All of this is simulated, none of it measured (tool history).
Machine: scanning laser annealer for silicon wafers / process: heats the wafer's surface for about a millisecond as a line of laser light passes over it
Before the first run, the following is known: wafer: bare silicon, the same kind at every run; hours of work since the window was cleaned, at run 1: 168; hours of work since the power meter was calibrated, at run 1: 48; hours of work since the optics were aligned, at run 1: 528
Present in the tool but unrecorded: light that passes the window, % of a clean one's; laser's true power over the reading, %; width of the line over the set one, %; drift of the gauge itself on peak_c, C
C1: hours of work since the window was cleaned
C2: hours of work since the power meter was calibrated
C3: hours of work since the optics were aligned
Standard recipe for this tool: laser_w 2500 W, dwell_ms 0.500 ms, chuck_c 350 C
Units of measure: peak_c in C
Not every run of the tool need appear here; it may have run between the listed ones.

{"run": 1, "hour": 0.0, "laser_w": 2500, "dwell_ms": 0.5, "chuck_c": 350, "C1": 168, "C2": 48, "C3": 528, "peak_c": 1168}
{"run": 2, "hour": 21.5, "laser_w": 2500, "dwell_ms": 0.5, "chuck_c": 350, "C1": 177, "C2": 57, "C3": 537, "peak_c": 1171}
{"run": 3, "hour": 48.8, "laser_w": 2500, "dwell_ms": 0.5, "chuck_c": 350, "C1": 188, "C2": 69, "C3": 548, "peak_c": 1173}
{"run": 4, "hour": 65.2, "laser_w": 2500, "dwell_ms": 0.5, "chuck_c": 342, "C1": 194, "C2": 75, "C3": 555, "peak_c": 1163}
{"run": 5, "hour": 79.3, "laser_w": 2500, "dwell_ms": 0.5, "chuck_c": 350, "C1": 200, "C2": 81, "C3": 560, "peak_c": 1171}
{"run": 6, "hour": 106.8, "laser_w": 2500, "dwell_ms": 0.5, "chuck_c": 350, "C1": 212, "C2": 92, "C3": 572, "peak_c": 1169}
{"run": 7, "hour": 126.3, "laser_w": 2500, "dwell_ms": 0.5, "chuck_c": 350, "C1": 220, "C2": 100, "C3": 580, "peak_c": 1169}
{"run": 8, "hour": 146.9, "laser_w": 2500, "dwell_ms": 0.5, "chuck_c": 350, "C1": 228, "C2": 109, "C3": 588, "peak_c": 1167}
{"run": 9, "hour": 170.2, "laser_w": 2500, "dwell_ms": 0.5, "chuck_c": 350, "C1": 238, "C2": 118, "C3": 598, "peak_c": 1167}
{"run": 10, "hour": 190.3, "laser_w": 2586, "dwell_ms": 0.5, "chuck_c": 350, "C1": 246, "C2": 127, "C3": 606, "peak_c": 1203}
{"run": 11, "hour": 216.1, "laser_w": 2586, "dwell_ms": 0.5, "chuck_c": 350, "C1": 256, "C2": 137, "C3": 617, "peak_c": 1204}
{"run": 12, "hour": 228.2, "laser_w": 2586, "dwell_ms": 0.505, "chuck_c": 350, "C1": 261, "C2": 142, "C3": 621, "peak_c": 1207}
{"run": 13, "hour": 240.9, "laser_w": 2500, "dwell_ms": 0.5, "chuck_c": 350, "C1": 267, "C2": 147, "C3": 627, "peak_c": 1165}
{"run": 14, "hour": 260.3, "laser_w": 2500, "dwell_ms": 0.5, "chuck_c": 350, "C1": 275, "C2": 155, "C3": 635, "peak_c": 1167}
{"run": 15, "hour": 285.3, "laser_w": 2330, "dwell_ms": 0.5, "chuck_c": 353, "C1": 285, "C2": 166, "C3": 645, "peak_c": 1097}
{"run": 16, "hour": 301.0, "laser_w": 2330, "dwell_ms": 0.5, "chuck_c": 353, "C1": 291, "C2": 172, "C3": 651, "peak_c": 1099}
{"run": 17, "hour": 321.4, "laser_w": 2330, "dwell_ms": 0.5, "chuck_c": 353, "C1": 300, "C2": 180, "C3": 660, "peak_c": 1098}
{"run": 18, "hour": 339.9, "laser_w": 2330, "dwell_ms": 0.5, "chuck_c": 353, "C1": 307, "C2": 188, "C3": 667, "peak_c": 1096}
{"run": 19, "hour": 359.4, "laser_w": 2500, "dwell_ms": 0.5, "chuck_c": 386, "C1": 315, "C2": 196, "C3": 675, "peak_c": 1202}
{"run": 20, "hour": 372.7, "laser_w": 2500, "dwell_ms": 0.5, "chuck_c": 386, "C1": 321, "C2": 201, "C3": 681, "peak_c": 1200}
{"run": 21, "hour": 386.3, "laser_w": 2745, "dwell_ms": 0.463, "chuck_c": 313, "C1": 326, "C2": 207, "C3": 686, "peak_c": 1195}
{"run": 22, "hour": 408.0, "laser_w": 2745, "dwell_ms": 0.365, "chuck_c": 386, "C1": 335, "C2": 216, "C3": 695, "peak_c": 1159}
{"run": 23, "hour": 430.4, "laser_w": 2666, "dwell_ms": 0.494, "chuck_c": 342, "C1": 344, "C2": 225, "C3": 704, "peak_c": 1221}
{"run": 24, "hour": 456.3, "laser_w": 2391, "dwell_ms": 0.598, "chuck_c": 386, "C1": 355, "C2": 236, "C3": 715, "peak_c": 1235}
{"run": 25, "hour": 478.4, "laser_w": 2239, "dwell_ms": 0.507, "chuck_c": 350, "C1": 364, "C2": 245, "C3": 724, "peak_c": 1061}
{"run": 26, "hour": 499.8, "laser_w": 2646, "dwell_ms": 0.507, "chuck_c": 345, "C1": 373, "C2": 254, "C3": 733, "peak_c": 1228}
{"run": 27, "hour": 513.8, "laser_w": 2646, "dwell_ms": 0.507, "chuck_c": 345, "C1": 379, "C2": 259, "C3": 739, "peak_c": 1231}
{"run": 28, "hour": 525.8, "laser_w": 2187, "dwell_ms": 0.386, "chuck_c": 350, "C1": 384, "C2": 264, "C3": 744, "peak_c": 939}

4 ways to go on from here, each from the tool as it stands after run 28. What would each give?
{"run": "A", "hour": 544.2, "laser_w": 2500, "dwell_ms": 0.541, "chuck_c": 378, "C1": 391, "C2": 272, "C3": 751, "peak_c": "?"}
{"run": "B", "hour": 544.2, "laser_w": 2252, "dwell_ms": 0.5, "chuck_c": 350, "C1": 391, "C2": 272, "C3": 751, "peak_c": "?"}
{"run": "C", "hour": 544.2, "laser_w": 2591, "dwell_ms": 0.5, "chuck_c": 373, "C1": 391, "C2": 272, "C3": 751, "peak_c": "?"}
{"run": "D", "hour": 544.2, "laser_w": 2187, "dwell_ms": 0.411, "chuck_c": 350, "C1": 391, "C2": 272, "C3": 751, "peak_c": "?"}

run=A peak_c=1227
run=B peak_c=1056
run=C peak_c=1226
run=D peak_c=957
What these runs would have given with no unlogged condition in the tool:
run=A peak_c=1252
run=B peak_c=1077
run=C peak_c=1251
run=D peak_c=975

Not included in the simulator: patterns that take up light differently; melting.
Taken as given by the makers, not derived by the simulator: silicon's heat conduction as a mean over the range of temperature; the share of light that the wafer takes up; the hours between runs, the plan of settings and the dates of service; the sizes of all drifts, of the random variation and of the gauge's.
